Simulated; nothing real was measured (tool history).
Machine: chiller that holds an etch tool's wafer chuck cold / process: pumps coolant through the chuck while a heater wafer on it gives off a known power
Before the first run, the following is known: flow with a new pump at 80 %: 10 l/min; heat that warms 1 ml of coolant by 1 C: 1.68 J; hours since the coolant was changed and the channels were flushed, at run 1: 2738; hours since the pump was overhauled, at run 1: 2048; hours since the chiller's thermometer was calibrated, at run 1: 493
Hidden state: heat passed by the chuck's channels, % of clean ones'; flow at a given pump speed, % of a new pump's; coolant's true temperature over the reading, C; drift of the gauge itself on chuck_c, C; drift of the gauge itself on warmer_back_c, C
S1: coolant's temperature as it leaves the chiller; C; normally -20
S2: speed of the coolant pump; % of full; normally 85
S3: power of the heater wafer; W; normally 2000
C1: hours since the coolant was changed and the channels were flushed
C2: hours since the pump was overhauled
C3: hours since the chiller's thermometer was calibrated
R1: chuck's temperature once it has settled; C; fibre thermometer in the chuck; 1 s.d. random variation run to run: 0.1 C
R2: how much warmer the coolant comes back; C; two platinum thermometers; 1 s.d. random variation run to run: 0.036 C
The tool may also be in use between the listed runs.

| run | day | S1 | S2 | S3 | C1 | C2 | C3 | R1 | R2 |
|---|---|---|---|---|---|---|---|---|---|
| 1 | 0.000 | -20 | 85 | 2000 | 2738 | 2048 | 493 | -3.7 | 6.94 |
| 2 | 3.471 | -20 | 85 | 1957 | 2821 | 2131 | 576 | -4.1 | 6.72 |
| 3 | 6.129 | -20 | 85 | 1391 | 2885 | 2195 | 640 | -8.7 | 4.84 |
| 4 | 10.958 | -17 | 85 | 2000 | 3001 | 2311 | 756 | -0.5 | 6.91 |
| 5 | 16.104 | -17 | 85 | 2000 | 3124 | 2435 | 879 | -0.6 | 7.02 |
| 6 | 20.321 | -17 | 85 | 2000 | 3226 | 2536 | 980 | -0.5 | 6.93 |
| 7 | 25.171 | -20 | 85 | 2777 | 3342 | 2652 | 1097 | 2.8 | 9.72 |
|  | 25.642 | chiller's thermometer calibrated |
| 8 | 29.000 | -20 | 85 | 1668 | 3433 | 2743 | 81 | -6.1 | 5.77 |
| 9 | 32.654 | -20 | 85 | 1668 | 3521 | 2831 | 168 | -6.4 | 5.83 |
| 10 | 37.196 | -21 | 85 | 2000 | 3630 | 2940 | 277 | -4.3 | 7.03 |
| 11 | 40.058 | -21 | 85 | 2000 | 3698 | 3009 | 346 | -4.5 | 7.04 |
| 12 | 44.483 | -21 | 85 | 2000 | 3804 | 3115 | 452 | -4.5 | 7.00 |
| 13 | 49.500 | -20 | 85 | 2606 | 3925 | 3235 | 573 | 1.7 | 9.17 |
| 14 | 54.192 | -20 | 68 | 1115 | 4037 | 3348 | 685 | -9.2 | 5.00 |
|  | 57.425 | chiller's thermometer calibrated, once more |
| 15 | 58.242 | -28 | 72 | 1661 | 4134 | 3444 | 20 | -12.3 | 6.99 |
| 16 | 60.954 | -20 | 68 | 2493 | 4199 | 3509 | 85 | 4.5 | 11.03 |
| 17 | 65.950 | -20 | 68 | 2493 | 4319 | 3629 | 205 | 4.9 | 11.21 |
| 18 | 69.350 | -20 | 68 | 2493 | 4400 | 3711 | 286 | 4.7 | 11.20 |
| 19 | 73.700 | -20 | 68 | 2493 | 4505 | 3815 | 391 | 4.9 | 11.23 |
| 20 | 78.062 | -30 | 79 | 2000 | 4609 | 3920 | 495 | -12.0 | 7.66 |
| 21 | 81.533 | -20 | 94 | 1338 | 4693 | 4003 | 579 | -9.5 | 4.26 |
| 22 | 85.688 | -13 | 94 | 1338 | 4792 | 4103 | 678 | -2.5 | 4.29 |
| 23 | 88.571 | -29 | 94 | 2681 | 4862 | 4172 | 747 | -7.7 | 8.59 |
| 24 | 93.492 | -20 | 93 | 1947 | 4980 | 4290 | 866 | -4.4 | 6.40 |

4 ways to go on from here, each from the tool as it stands after run 24. What would each give?
| A | 96.825 | -19 | 74 | 1315 | 5060 | 4370 | 946 | ? | ? |
| B | 96.825 | -26 | 85 | 2000 | 5060 | 4370 | 946 | ? | ? |
| C | 96.825 | -26 | 76 | 2000 | 5060 | 4370 | 946 | ? | ? |
| D | 96.825 | -22 | 85 | 2000 | 5060 | 4370 | 946 | ? | ? |

| run | R1 | R2 |
|---|---|---|
| A | -6.6 | 5.47 |
| B | -8.9 | 7.19 |
| C | -7.2 | 8.08 |
| D | -4.8 | 7.18 |
Without the tool's hidden state the same runs would have given:
| run | R1 | R2 |
|---|---|---|
| A | -8.0 | 5.11 |
| B | -10.9 | 6.72 |
| C | -9.4 | 7.54 |
| D | -6.8 | 6.71 |
